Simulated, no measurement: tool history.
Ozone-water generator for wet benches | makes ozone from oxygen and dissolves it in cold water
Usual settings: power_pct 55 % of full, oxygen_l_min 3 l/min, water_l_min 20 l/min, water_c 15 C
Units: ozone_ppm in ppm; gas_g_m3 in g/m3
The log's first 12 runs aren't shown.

run     day  power_pct  oxygen_l_min  water_l_min  water_c  hours of work since the electrodes were changed  hours of work since the contactor was cleaned  hours of work since the thermometer was calibrated  ozone_ppm  gas_g_m3
 13  12.862         55             3           20       15                                              377                                           6659                                                 545       17.6     204.9
      13.15  -- contactor cleaned
 14  13.867         55             3           20       15                                              396                                             16                                                 564       17.3     205.2
 15  14.758         55             3           20       15                                              416                                             36                                                 584       17.2     202.3
 16  15.721         55             3           20       15                                              438                                             58                                                 606         18     202.1
 17  16.567         42          4.21           30        8                                              457                                             77                                                 625       10.9       137
 18   17.35         55          3.88           24       15                                              475                                             95                                                 643       15.4     176.7
 19  18.246         48          1.77           20       15                                              495                                            115                                                 663         14     242.6
     18.938  -- contactor cleaned, once more
 20  19.329         50          1.77           16        7                                              516                                              9                                                 684       19.9     249.2
 21  20.517         55             3           31       15                                              543                                             36                                                 711       12.4     203.4
 22  21.721         41          2.34           31       15                                              570                                             63                                                 738        9.1     185.7
 23  22.817         55          2.02           20        9                                              595                                             88                                                 763       17.8     252.2
 24  23.771         55          2.02           20        9                                              617                                            110                                                 784       17.7     250.6
 25  24.596         41          2.02           20        8                                              636                                            128                                                 803       13.9     199.9
 26  25.821         41          4.38           20       12                                              663                                            156                                                 831       16.1     131.8
 27  26.433         41          4.38           20       12                                              677                                            170                                                 845       15.6     131.6
 28  27.583         60          3.98           20       12                                              703                                            196                                                 871       21.1     187.1
 29  28.888         60          3.98           20       12                                              733                                            225                                                 900       20.9     186.6
 30  30.121         55          4.28           20       11                                              761                                            253                                                 928         20     168.6

4 ways to go on from here, each from the tool as it stands after run 30. What would each give?
  A  30.771         55             3           31       15                                              776                                            268                                                 943          ?         ?
  B  30.771         55          4.28           20       15                                              776                                            268                                                 943          ?         ?
  C  30.771         70          1.92           20       11                                              776                                            268                                                 943          ?         ?
  D  30.771         55             3           25       10                                              776                                            268                                                 943          ?         ?

run  ozone_ppm  gas_g_m3
  A       12.2       203
  B       19.1     166.2
  C       20.8     311.8
  D       15.7     202.7
Without the tool's hidden state the same runs would have given:
run  ozone_ppm  gas_g_m3
  A       12.4     206.4
  B       19.4       169
  C       21.2     318.2
  D         16     206.1
